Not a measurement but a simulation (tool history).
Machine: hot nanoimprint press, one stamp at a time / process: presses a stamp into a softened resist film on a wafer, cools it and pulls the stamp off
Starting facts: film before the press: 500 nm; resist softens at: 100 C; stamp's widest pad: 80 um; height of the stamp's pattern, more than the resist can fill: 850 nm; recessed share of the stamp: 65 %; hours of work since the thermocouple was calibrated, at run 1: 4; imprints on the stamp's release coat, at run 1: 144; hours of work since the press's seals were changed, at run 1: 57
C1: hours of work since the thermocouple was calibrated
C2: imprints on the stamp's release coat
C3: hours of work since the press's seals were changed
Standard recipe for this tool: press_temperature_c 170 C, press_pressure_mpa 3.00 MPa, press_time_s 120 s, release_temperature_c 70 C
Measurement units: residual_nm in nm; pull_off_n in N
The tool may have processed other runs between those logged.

{"run": 1, "day": 0.0, "press_temperature_c": 170, "press_pressure_mpa": 3.0, "press_time_s": 120, "release_temperature_c": 70, "C1": 4, "C2": 144, "C3": 57, "residual_nm": 198.2, "pull_off_n": 221}
{"run": 2, "day": 0.325, "press_temperature_c": 170, "press_pressure_mpa": 3.0, "press_time_s": 120, "release_temperature_c": 70, "C1": 9, "C2": 164, "C3": 61, "residual_nm": 200.6, "pull_off_n": 222}
{"run": 3, "day": 0.604, "press_temperature_c": 170, "press_pressure_mpa": 3.0, "press_time_s": 120, "release_temperature_c": 70, "C1": 12, "C2": 180, "C3": 65, "residual_nm": 202.4, "pull_off_n": 217}
{"run": 4, "day": 0.962, "press_temperature_c": 170, "press_pressure_mpa": 3.0, "press_time_s": 170, "release_temperature_c": 70, "C1": 17, "C2": 202, "C3": 70, "residual_nm": 177.3, "pull_off_n": 229}
{"run": 5, "day": 1.367, "press_temperature_c": 170, "press_pressure_mpa": 3.0, "press_time_s": 120, "release_temperature_c": 77, "C1": 22, "C2": 226, "C3": 75, "residual_nm": 201.1, "pull_off_n": 200}
{"run": 6, "day": 1.638, "press_temperature_c": 170, "press_pressure_mpa": 3.0, "press_time_s": 120, "release_temperature_c": 77, "C1": 26, "C2": 243, "C3": 78, "residual_nm": 200.1, "pull_off_n": 206}
{"run": 7, "day": 1.95, "press_temperature_c": 170, "press_pressure_mpa": 3.0, "press_time_s": 120, "release_temperature_c": 70, "C1": 30, "C2": 261, "C3": 83, "residual_nm": 202.7, "pull_off_n": 231}
{"run": 8, "day": 2.362, "press_temperature_c": 170, "press_pressure_mpa": 3.0, "press_time_s": 120, "release_temperature_c": 70, "C1": 35, "C2": 286, "C3": 88, "residual_nm": 202.6, "pull_off_n": 225}
{"run": 9, "day": 2.6, "press_temperature_c": 170, "press_pressure_mpa": 3.0, "press_time_s": 110, "release_temperature_c": 70, "C1": 38, "C2": 301, "C3": 91, "residual_nm": 210.7, "pull_off_n": 220}
{"run": 10, "day": 2.788, "press_temperature_c": 170, "press_pressure_mpa": 3.0, "press_time_s": 110, "release_temperature_c": 70, "C1": 41, "C2": 312, "C3": 94, "residual_nm": 212.6, "pull_off_n": 227}
{"run": 11, "day": 3.025, "press_temperature_c": 170, "press_pressure_mpa": 3.0, "press_time_s": 110, "release_temperature_c": 70, "C1": 44, "C2": 326, "C3": 97, "residual_nm": 211.7, "pull_off_n": 227}
{"run": 12, "day": 3.204, "press_temperature_c": 170, "press_pressure_mpa": 2.55, "press_time_s": 120, "release_temperature_c": 70, "C1": 46, "C2": 337, "C3": 99, "residual_nm": 221.6, "pull_off_n": 227}
{"run": 13, "day": 3.383, "press_temperature_c": 170, "press_pressure_mpa": 2.55, "press_time_s": 120, "release_temperature_c": 70, "C1": 49, "C2": 348, "C3": 101, "residual_nm": 221.2, "pull_off_n": 222}
{"run": 14, "day": 3.675, "press_temperature_c": 170, "press_pressure_mpa": 2.55, "press_time_s": 120, "release_temperature_c": 70, "C1": 52, "C2": 365, "C3": 105, "residual_nm": 221.4, "pull_off_n": 225}
{"run": 15, "day": 3.95, "press_temperature_c": 170, "press_pressure_mpa": 2.55, "press_time_s": 120, "release_temperature_c": 70, "C1": 56, "C2": 382, "C3": 109, "residual_nm": 222.1, "pull_off_n": 228}
{"day": 4.033, "done": "gauge calibrated"}
{"run": 16, "day": 4.25, "press_temperature_c": 170, "press_pressure_mpa": 3.0, "press_time_s": 72, "release_temperature_c": 77, "C1": 60, "C2": 400, "C3": 113, "residual_nm": 240.0, "pull_off_n": 203}
{"run": 17, "day": 4.508, "press_temperature_c": 170, "press_pressure_mpa": 3.0, "press_time_s": 114, "release_temperature_c": 62, "C1": 63, "C2": 416, "C3": 116, "residual_nm": 203.4, "pull_off_n": 243}
{"run": 18, "day": 4.725, "press_temperature_c": 170, "press_pressure_mpa": 3.0, "press_time_s": 174, "release_temperature_c": 58, "C1": 66, "C2": 429, "C3": 119, "residual_nm": 173.9, "pull_off_n": 264}
{"run": 19, "day": 4.954, "press_temperature_c": 170, "press_pressure_mpa": 3.0, "press_time_s": 174, "release_temperature_c": 58, "C1": 69, "C2": 443, "C3": 122, "residual_nm": 174.7, "pull_off_n": 254}
{"run": 20, "day": 5.333, "press_temperature_c": 170, "press_pressure_mpa": 2.14, "press_time_s": 120, "release_temperature_c": 70, "C1": 74, "C2": 465, "C3": 127, "residual_nm": 237.4, "pull_off_n": 223}
{"run": 21, "day": 5.629, "press_temperature_c": 170, "press_pressure_mpa": 2.14, "press_time_s": 120, "release_temperature_c": 70, "C1": 78, "C2": 483, "C3": 131, "residual_nm": 238.2, "pull_off_n": 219}
{"run": 22, "day": 5.938, "press_temperature_c": 168, "press_pressure_mpa": 3.0, "press_time_s": 120, "release_temperature_c": 62, "C1": 82, "C2": 502, "C3": 135, "residual_nm": 218.3, "pull_off_n": 250}
{"run": 23, "day": 6.358, "press_temperature_c": 182, "press_pressure_mpa": 3.33, "press_time_s": 120, "release_temperature_c": 70, "C1": 88, "C2": 527, "C3": 140, "residual_nm": 122.1, "pull_off_n": 222}
{"run": 24, "day": 6.633, "press_temperature_c": 175, "press_pressure_mpa": 4.12, "press_time_s": 108, "release_temperature_c": 55, "C1": 91, "C2": 544, "C3": 144, "residual_nm": 146.9, "pull_off_n": 261}
{"run": 25, "day": 6.971, "press_temperature_c": 164, "press_pressure_mpa": 3.0, "press_time_s": 60, "release_temperature_c": 70, "C1": 96, "C2": 564, "C3": 148, "residual_nm": 319.6, "pull_off_n": 210}
{"run": 26, "day": 7.362, "press_temperature_c": 164, "press_pressure_mpa": 3.0, "press_time_s": 60, "release_temperature_c": 70, "C1": 101, "C2": 587, "C3": 154, "residual_nm": 321.2, "pull_off_n": 226}
{"run": 27, "day": 7.738, "press_temperature_c": 164, "press_pressure_mpa": 4.34, "press_time_s": 60, "release_temperature_c": 70, "C1": 106, "C2": 610, "C3": 158, "residual_nm": 276.3, "pull_off_n": 215}
{"run": 28, "day": 7.921, "press_temperature_c": 179, "press_pressure_mpa": 4.73, "press_time_s": 97, "release_temperature_c": 70, "C1": 108, "C2": 621, "C3": 161, "residual_nm": 123.0, "pull_off_n": 225}
{"run": 29, "day": 8.317, "press_temperature_c": 181, "press_pressure_mpa": 3.0, "press_time_s": 120, "release_temperature_c": 69, "C1": 113, "C2": 645, "C3": 166, "residual_nm": 135.8, "pull_off_n": 228}

Each row is a separate what-if for the run after 29, all from the same tool condition, not one after another. Results?
{"run": "A", "day": 8.512, "press_temperature_c": 162, "press_pressure_mpa": 3.0, "press_time_s": 120, "release_temperature_c": 70, "C1": 116, "C2": 657, "C3": 169, "residual_nm": "?", "pull_off_n": "?"}
{"run": "B", "day": 8.512, "press_temperature_c": 168, "press_pressure_mpa": 3.0, "press_time_s": 222, "release_temperature_c": 72, "C1": 116, "C2": 657, "C3": 169, "residual_nm": "?", "pull_off_n": "?"}
{"run": "C", "day": 8.512, "press_temperature_c": 176, "press_pressure_mpa": 3.06, "press_time_s": 64, "release_temperature_c": 69, "C1": 116, "C2": 657, "C3": 169, "residual_nm": "?", "pull_off_n": "?"}

run=A residual_nm=280.5 pull_off_n=221
run=B residual_nm=177.7 pull_off_n=214
run=C residual_nm=206.0 pull_off_n=218
With the hidden condition removed and each run's random variation left untouched, the same runs would have given:
run=A residual_nm=272.3 pull_off_n=220
run=B residual_nm=172.5 pull_off_n=213
run=C residual_nm=200.0 pull_off_n=217
